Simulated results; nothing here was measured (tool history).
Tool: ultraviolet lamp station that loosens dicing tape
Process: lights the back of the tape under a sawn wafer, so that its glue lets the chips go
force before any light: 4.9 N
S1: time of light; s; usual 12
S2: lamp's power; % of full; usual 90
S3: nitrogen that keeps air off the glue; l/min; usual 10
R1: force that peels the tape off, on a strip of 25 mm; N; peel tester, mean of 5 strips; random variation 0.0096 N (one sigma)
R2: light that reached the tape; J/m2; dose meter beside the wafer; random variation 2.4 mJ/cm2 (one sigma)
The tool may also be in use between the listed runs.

{"run": 1, "hour": 0.0, "S1": 12, "S2": 90, "S3": 10, "R1": 0.572, "R2": 2250}
{"run": 2, "hour": 20.7, "S1": 12, "S2": 90, "S3": 10, "R1": 0.568, "R2": 2210}
{"run": 3, "hour": 69.6, "S1": 12, "S2": 90, "S3": 10, "R1": 0.602, "R2": 2220}
{"hour": 94.9, "done": "window cleaned of glue's vapour"}
{"run": 4, "hour": 103.8, "S1": 12, "S2": 90, "S3": 10, "R1": 0.75, "R2": 2000}
{"run": 5, "hour": 127.0, "S1": 12, "S2": 90, "S3": 10, "R1": 0.748, "R2": 1990}
{"run": 6, "hour": 176.6, "S1": 12, "S2": 90, "S3": 19, "R1": 0.516, "R2": 1980}
{"run": 7, "hour": 211.2, "S1": 12, "S2": 90, "S3": 19, "R1": 0.56, "R2": 1900}
{"run": 8, "hour": 249.5, "S1": 12, "S2": 94, "S3": 10, "R1": 0.75, "R2": 2010}
{"run": 9, "hour": 290.8, "S1": 23, "S2": 90, "S3": 10, "R1": 0.281, "R2": 3610}
{"run": 10, "hour": 339.5, "S1": 23, "S2": 90, "S3": 10, "R1": 0.269, "R2": 3520}
{"hour": 345.6, "done": "window cleaned of glue's vapour, once more"}
{"run": 11, "hour": 361.2, "S1": 23, "S2": 90, "S3": 10, "R1": 0.186, "R2": 4850}
{"run": 12, "hour": 408.6, "S1": 9, "S2": 65, "S3": 6, "R1": 1.63, "R2": 1380}
{"run": 13, "hour": 448.8, "S1": 12, "S2": 85, "S3": 10, "R1": 0.565, "R2": 2330}
{"run": 14, "hour": 473.3, "S1": 12, "S2": 90, "S3": 19, "R1": 0.332, "R2": 2470}
{"run": 15, "hour": 499.2, "S1": 12, "S2": 90, "S3": 19, "R1": 0.348, "R2": 2460}
{"run": 16, "hour": 536.3, "S1": 16, "S2": 90, "S3": 12, "R1": 0.297, "R2": 3200}
{"run": 17, "hour": 574.0, "S1": 8, "S2": 62, "S3": 5, "R1": 2.113, "R2": 1090}
{"run": 18, "hour": 613.8, "S1": 12, "S2": 91, "S3": 7, "R1": 0.693, "R2": 2410}
{"run": 19, "hour": 658.5, "S1": 8, "S2": 90, "S3": 9, "R1": 1.101, "R2": 1590}
{"run": 20, "hour": 702.2, "S1": 8, "S2": 90, "S3": 9, "R1": 1.147, "R2": 1600}
{"run": 21, "hour": 733.2, "S1": 7, "S2": 75, "S3": 9, "R1": 1.635, "R2": 1150}
{"run": 22, "hour": 762.7, "S1": 18, "S2": 71, "S3": 8, "R1": 0.498, "R2": 2730}

3 ways to go on from here, each from the tool as it stands after run 22. What would each give?
{"run": "A", "hour": 784.5, "S1": 12, "S2": 76, "S3": 10, "R1": "?", "R2": "?"}
{"run": "B", "hour": 784.5, "S1": 12, "S2": 85, "S3": 10, "R1": "?", "R2": "?"}
{"run": "C", "hour": 784.5, "S1": 12, "S2": 75, "S3": 10, "R1": "?", "R2": "?"}

run=A R1=0.752 R2=1950
run=B R1=0.639 R2=2140
run=C R1=0.810 R2=1890
Without the tool's hidden state the same runs would have given:
run=A R1=0.538 R2=2370
run=B R1=0.451 R2=2620
run=C R1=0.584 R2=2310
